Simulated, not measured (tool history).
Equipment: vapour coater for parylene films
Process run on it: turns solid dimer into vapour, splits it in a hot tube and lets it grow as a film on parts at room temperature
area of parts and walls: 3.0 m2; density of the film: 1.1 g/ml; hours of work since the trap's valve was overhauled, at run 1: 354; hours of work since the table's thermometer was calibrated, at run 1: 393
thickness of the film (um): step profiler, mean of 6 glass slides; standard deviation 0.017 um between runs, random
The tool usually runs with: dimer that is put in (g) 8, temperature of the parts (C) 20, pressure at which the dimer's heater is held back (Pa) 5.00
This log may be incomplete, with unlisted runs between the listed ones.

| run | day | dimer that is put in (g) | temperature of the parts (C) | pressure at which the dimer's heater is held back (Pa) | hours of work since the trap's valve was overhauled | hours of work since the table's thermometer was calibrated | thickness of the film (um) |
|---|---|---|---|---|---|---|---|
| 1 | 0.000 | 8 | 20 | 5.00 | 354 | 393 | 1.65 |
| 2 | 0.525 | 8 | 20 | 3.63 | 362 | 401 | 1.66 |
| 3 | 1.150 | 8 | 21 | 5.00 | 373 | 412 | 1.60 |
| 4 | 1.679 | 8 | 21 | 5.00 | 381 | 420 | 1.58 |
| 5 | 2.000 | 8 | 21 | 8.31 | 387 | 426 | 1.52 |
| 6 | 2.325 | 8 | 20 | 5.00 | 392 | 431 | 1.61 |
| 7 | 2.642 | 8 | 20 | 5.00 | 397 | 436 | 1.62 |
| 8 | 3.046 | 8 | 20 | 5.00 | 404 | 443 | 1.57 |
| 9 | 3.508 | 8 | 23 | 5.00 | 411 | 450 | 1.52 |
| 10 | 4.117 | 8 | 23 | 10.57 | 421 | 460 | 1.44 |
| 11 | 4.746 | 8 | 23 | 10.57 | 431 | 470 | 1.45 |
| 12 | 5.342 | 8 | 13 | 3.05 | 441 | 480 | 1.86 |
| 13 | 5.950 | 4 | 13 | 3.05 | 451 | 490 | 0.94 |
| 14 | 6.358 | 9 | 18 | 4.74 | 458 | 497 | 1.85 |
| 15 | 6.804 | 9 | 18 | 4.74 | 465 | 504 | 1.85 |
| 16 | 7.429 | 8 | 20 | 2.11 | 475 | 514 | 1.70 |
| 17 | 7.946 | 4 | 20 | 5.00 | 484 | 523 | 0.78 |
| 18 | 8.504 | 4 | 20 | 5.00 | 493 | 532 | 0.78 |
| 19 | 8.946 | 4 | 32 | 5.00 | 500 | 539 | 0.64 |
| 20 | 9.546 | 13 | 20 | 10.32 | 510 | 549 | 2.41 |
| 21 | 10.058 | 5 | 13 | 3.87 | 518 | 557 | 1.11 |
| 22 | 10.517 | 7 | 31 | 5.00 | 526 | 565 | 1.15 |

Here are 3 independent what-if runs from the current tool condition. What would each one return?
| A | 11.054 | 7 | 20 | 5.00 | 535 | 573 | ? |
| B | 11.054 | 3 | 30 | 5.00 | 535 | 573 | ? |
| C | 11.054 | 5 | 26 | 5.00 | 535 | 573 | ? |

| run | thickness of the film (um) |
|---|---|
| A | 1.38 |
| B | 0.49 |
| C | 0.88 |
Had the tool no hidden state, the same runs would have come out as:
| run | thickness of the film (um) |
|---|---|
| A | 1.57 |
| B | 0.56 |
| C | 1.00 |

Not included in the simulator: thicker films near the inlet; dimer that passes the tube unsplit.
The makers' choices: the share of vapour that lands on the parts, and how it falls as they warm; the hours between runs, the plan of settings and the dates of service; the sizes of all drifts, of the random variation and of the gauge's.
